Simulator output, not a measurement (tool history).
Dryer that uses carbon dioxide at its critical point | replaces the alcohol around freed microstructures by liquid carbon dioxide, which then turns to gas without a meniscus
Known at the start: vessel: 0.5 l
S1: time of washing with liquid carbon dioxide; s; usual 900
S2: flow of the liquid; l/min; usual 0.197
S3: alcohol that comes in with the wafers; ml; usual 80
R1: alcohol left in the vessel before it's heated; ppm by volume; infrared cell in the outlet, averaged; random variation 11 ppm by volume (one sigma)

run 1 hour=0 | S1=900 S2=0.197 S3=80 | R1=1158
run 2 hour=8.8 | S1=900 S2=0.197 S3=80 | R1=1133
run 3 hour=16.9 | S1=900 S2=0.197 S3=80 | R1=1174
run 4 hour=28.4 | S1=1200 S2=0.197 S3=80 | R1=256
run 5 hour=39.7 | S1=1200 S2=0.197 S3=80 | R1=282
run 6 hour=48.5 | S1=1200 S2=0.197 S3=80 | R1=286
run 7 hour=57.4 | S1=900 S2=0.197 S3=80 | R1=1263
run 8 hour=64.4 | S1=900 S2=0.197 S3=80 | R1=1292
run 9 hour=74.9 | S1=900 S2=0.197 S3=80 | R1=1315
run 10 hour=81.9 | S1=1320 S2=0.197 S3=80 | R1=173
run 11 hour=87.5 | S1=900 S2=0.203 S3=80 | R1=1083
run 12 hour=96.5 | S1=900 S2=0.197 S3=80 | R1=1317
run 13 hour=105.3 | S1=900 S2=0.197 S3=80 | R1=1323
run 14 hour=116.9 | S1=900 S2=0.197 S3=80 | R1=1385
run 15 hour=128.1 | S1=900 S2=0.145 S3=80 | R1=5191
run 16 hour=139.1 | S1=900 S2=0.278 S3=80 | R1=213
run 17 hour=144.5 | S1=900 S2=0.278 S3=80 | R1=209
run 18 hour=153.7 | S1=900 S2=0.278 S3=80 | R1=211
run 19 hour=163.9 | S1=900 S2=0.278 S3=80 | R1=225
run 20 hour=169.4 | S1=900 S2=0.278 S3=80 | R1=218
run 21 hour=178.9 | S1=900 S2=0.278 S3=80 | R1=239
run 22 hour=184.2 | S1=600 S2=0.176 S3=68 | R1=8762
run 23 hour=191.1 | S1=600 S2=0.176 S3=68 | R1=8985
run 24 hour=199.6 | S1=780 S2=0.197 S3=70 | R1=2448
run 25 hour=209.2 | S1=1380 S2=0.201 S3=103 | R1=194
run 26 hour=221.4 | S1=1080 S2=0.272 S3=28 | R1=72
run 27 hour=228.9 | S1=1440 S2=0.196 S3=40 | R1=120
run 28 hour=234.1 | S1=960 S2=0.197 S3=80 | R1=1235
run 29 hour=245.4 | S1=1020 S2=0.255 S3=100 | R1=270
run 30 hour=251.9 | S1=1020 S2=0.255 S3=100 | R1=259
run 31 hour=264.2 | S1=540 S2=0.327 S3=25 | R1=515
-- hour=267.2 inlet filter changed
run 32 hour=277.1 | S1=540 S2=0.327 S3=25 | R1=238
run 33 hour=288.4 | S1=1020 S2=0.214 S3=120 | R1=329
run 34 hour=298.6 | S1=1200 S2=0.134 S3=94 | R1=1587
run 35 hour=304.5 | S1=900 S2=0.291 S3=80 | R1=107
run 36 hour=316.4 | S1=780 S2=0.291 S3=80 | R1=188
run 37 hour=327.8 | S1=780 S2=0.291 S3=80 | R1=189
run 38 hour=335.7 | S1=840 S2=0.161 S3=30 | R1=1114
run 39 hour=344.9 | S1=720 S2=0.31 S3=80 | R1=214
run 40 hour=354 | S1=720 S2=0.31 S3=80 | R1=218
run 41 hour=359.4 | S1=1260 S2=0.176 S3=55 | R1=214
run 42 hour=369.6 | S1=1260 S2=0.176 S3=55 | R1=221

Forecast each of these 4 alternatives for the next run:
run A hour=378.9 | S1=1380 S2=0.182 S3=25 | R1=?
run B hour=378.9 | S1=1260 S2=0.256 S3=87 | R1=?
run C hour=378.9 | S1=900 S2=0.197 S3=83 | R1=?
run D hour=378.9 | S1=900 S2=0.197 S3=23 | R1=?

run=A R1=113
run=B R1=88
run=C R1=852
run=D R1=296
Without the tool's hidden state the same runs would have given:
run=A R1=33
run=B R1=11
run=C R1=659
run=D R1=190
